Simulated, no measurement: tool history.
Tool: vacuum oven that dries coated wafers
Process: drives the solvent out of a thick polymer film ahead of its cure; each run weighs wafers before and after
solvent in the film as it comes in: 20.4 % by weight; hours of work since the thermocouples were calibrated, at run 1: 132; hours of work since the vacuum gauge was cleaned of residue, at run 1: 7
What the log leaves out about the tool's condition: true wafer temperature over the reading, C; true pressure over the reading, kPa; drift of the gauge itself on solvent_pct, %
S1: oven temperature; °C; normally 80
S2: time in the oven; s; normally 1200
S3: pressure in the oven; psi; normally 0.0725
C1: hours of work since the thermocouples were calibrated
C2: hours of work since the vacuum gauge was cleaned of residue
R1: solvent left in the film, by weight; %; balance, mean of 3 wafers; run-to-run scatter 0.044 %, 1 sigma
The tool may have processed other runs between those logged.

run,hour,S1,S2,S3,C1,C2,R1
1,0.0,80,1200,0.0725,132,7,1.52
2,10.2,80,1560,0.0725,140,15,0.85
3,29.9,80,1560,0.0725,155,30,0.92
4,45.6,80,1560,0.0725,167,42,0.82
5,60.3,80,1200,0.0725,178,53,1.62
6,69.7,80,1200,0.0725,185,60,1.55
7,78.3,80,1200,0.0725,192,67,1.51
8,91.8,80,1200,0.0725,202,77,1.55
9,101.1,80,1200,0.0725,209,84,1.56
10,117.0,80,1200,0.0725,221,96,1.52
11,134.7,83,1200,0.0725,235,110,1.03
12,154.8,80,780,0.0725,250,125,3.32
13,165.6,80,780,0.0725,258,133,3.32
14,181.2,80,780,0.0725,270,145,3.29
15,199.1,80,780,0.0725,284,159,3.33
16,213.4,80,780,0.0725,295,170,3.32
17,227.6,70,780,0.0373,306,181,6.41
18,236.6,84,1200,0.0722,313,187,0.91
19,245.1,84,1200,0.0722,319,194,0.90
20,256.1,92,900,0.0725,328,202,0.56
21,271.5,84,1380,0.0429,339,214,0.54
22,286.8,66,1860,0.0628,351,226,3.18
23,303.7,68,1020,0.1578,364,239,6.30
24,312.8,68,780,0.1578,371,246,7.76
25,321.6,68,780,0.1578,378,252,7.87
26,338.3,68,780,0.1578,390,265,7.76
27,346.7,68,780,0.1578,397,272,7.83
28,358.7,68,780,0.1578,406,281,7.75
29,378.2,68,780,0.1578,421,296,7.80
30,387.8,68,780,0.1578,428,303,7.69

4 options for the next run, each taken on its own from the tool as it stands now. Forecast them:
A,398.4,68,1440,0.0624,436,311,?
B,398.4,72,1500,0.1405,436,311,?
C,398.4,95,960,0.0722,436,311,?
D,398.4,87,660,0.1323,436,311,?

run,R1
A,3.78
B,2.80
C,0.36
D,2.37
With no hidden state in the tool, these same runs would have given:
run,R1
A,3.92
B,2.91
C,0.37
D,2.47

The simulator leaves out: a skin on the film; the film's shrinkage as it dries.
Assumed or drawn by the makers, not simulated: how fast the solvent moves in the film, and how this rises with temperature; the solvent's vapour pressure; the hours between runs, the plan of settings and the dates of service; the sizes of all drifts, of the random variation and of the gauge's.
